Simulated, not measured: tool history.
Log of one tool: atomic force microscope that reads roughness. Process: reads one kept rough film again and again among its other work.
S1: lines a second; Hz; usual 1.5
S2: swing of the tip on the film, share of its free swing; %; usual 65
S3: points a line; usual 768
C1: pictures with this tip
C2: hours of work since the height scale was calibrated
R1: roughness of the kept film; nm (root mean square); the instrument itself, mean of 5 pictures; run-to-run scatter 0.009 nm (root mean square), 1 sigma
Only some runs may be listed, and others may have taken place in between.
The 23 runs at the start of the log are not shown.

run     day    S1  S2   S3   C1  C2     R1
 24   7.929  0.62  69  708  312  10  1.823
 25   8.346  3.38  65  768  323  17  1.646
 26   8.717  0.82  63  420  332  23  1.796
 27       9  0.82  63  400  339  27  1.782
 28   9.221  1.52  63  571  345  31  1.753
 29   9.421  0.53  63  478  350  34  1.811
 30   9.617  0.53  63  478  355  37  1.813
 31   9.996  1.14  63  478  365  43   1.77
 32  10.258  1.14  63  478  371  47   1.77
 33  10.721  1.47  64  667  383  54  1.728
 34  10.938   1.5  82  630  388  57  1.573
     11.129  -- new tip fitted
 35  11.383  0.56  73  524    6  64  2.065
 36  11.712  0.56  61  357   15  69  2.062
 37  12.062  0.73  69  357   23  75  2.043
 38    12.4  0.71  65  768   32  80  2.047
 39    12.6  2.95  87  768   37  83  1.499
 40  13.067  0.54  63  768   49  90  2.063
 41  13.333  0.54  63  768   55  94  2.051

Predict each of these 3 candidate next runs independently; none follows another, all start after run 41:
  A  13.7  0.54  63  533  65  100   ?
  B  13.7   2.5  72  768  65  100   ?
  C  13.7  1.93  63  768  65  100   ?

run     R1
  A   2.03
  B   1.79
  C  1.947
Take away the tool's hidden state, keep each run's random variation, and the runs would have read:
run     R1
  A  2.091
  B  1.843
  C  2.005

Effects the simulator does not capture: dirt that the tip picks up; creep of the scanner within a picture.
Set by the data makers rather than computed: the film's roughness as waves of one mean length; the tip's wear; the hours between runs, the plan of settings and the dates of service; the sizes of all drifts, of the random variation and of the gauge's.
